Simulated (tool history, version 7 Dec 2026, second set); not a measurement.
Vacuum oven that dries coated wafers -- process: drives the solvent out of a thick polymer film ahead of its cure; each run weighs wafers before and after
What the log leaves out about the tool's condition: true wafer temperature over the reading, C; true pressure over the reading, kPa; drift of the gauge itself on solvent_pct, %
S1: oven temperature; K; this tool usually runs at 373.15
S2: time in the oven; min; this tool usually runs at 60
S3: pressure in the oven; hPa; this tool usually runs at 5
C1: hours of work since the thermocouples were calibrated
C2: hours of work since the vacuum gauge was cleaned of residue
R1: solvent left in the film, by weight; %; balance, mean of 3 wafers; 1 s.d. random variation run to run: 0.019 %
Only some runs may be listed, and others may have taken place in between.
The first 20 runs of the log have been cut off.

run,hour,S1,S2,S3,C1,C2,R1
21,302.3,371.15,56,7.45,350,517,1.92
22,322.9,361.15,60,6.41,363,530,3.82
23,343.6,373.15,39,17.77,375,542,3.73
24,359.4,370.15,38,3.03,385,552,3.02
25,375.9,368.15,90,3.03,395,562,0.78
26,395.7,368.15,90,3.03,407,574,0.8
27,404.1,362.15,47,5,412,579,4.45
28,415.5,367.15,47,5,419,585,3.09
29,435.2,367.15,47,8.36,431,597,3.47
30,448.9,377.15,72,14.38,439,606,1.61
31,468,383.15,39,4.42,450,617,0.81

3 options for the next run, each taken on its own from the tool as it stands now. Forecast them:
A,486.6,376.15,46,3.98,462,628,?
B,486.6,358.15,99,3.98,462,628,?
C,486.6,383.15,39,15.1,462,628,?

run,R1
A,1.24
B,2.22
C,1.67
The same runs, with their run-to-run variation unchanged, on a tool lacking any hidden condition would have given:
run,R1
A,1.24
B,2.22
C,1.67

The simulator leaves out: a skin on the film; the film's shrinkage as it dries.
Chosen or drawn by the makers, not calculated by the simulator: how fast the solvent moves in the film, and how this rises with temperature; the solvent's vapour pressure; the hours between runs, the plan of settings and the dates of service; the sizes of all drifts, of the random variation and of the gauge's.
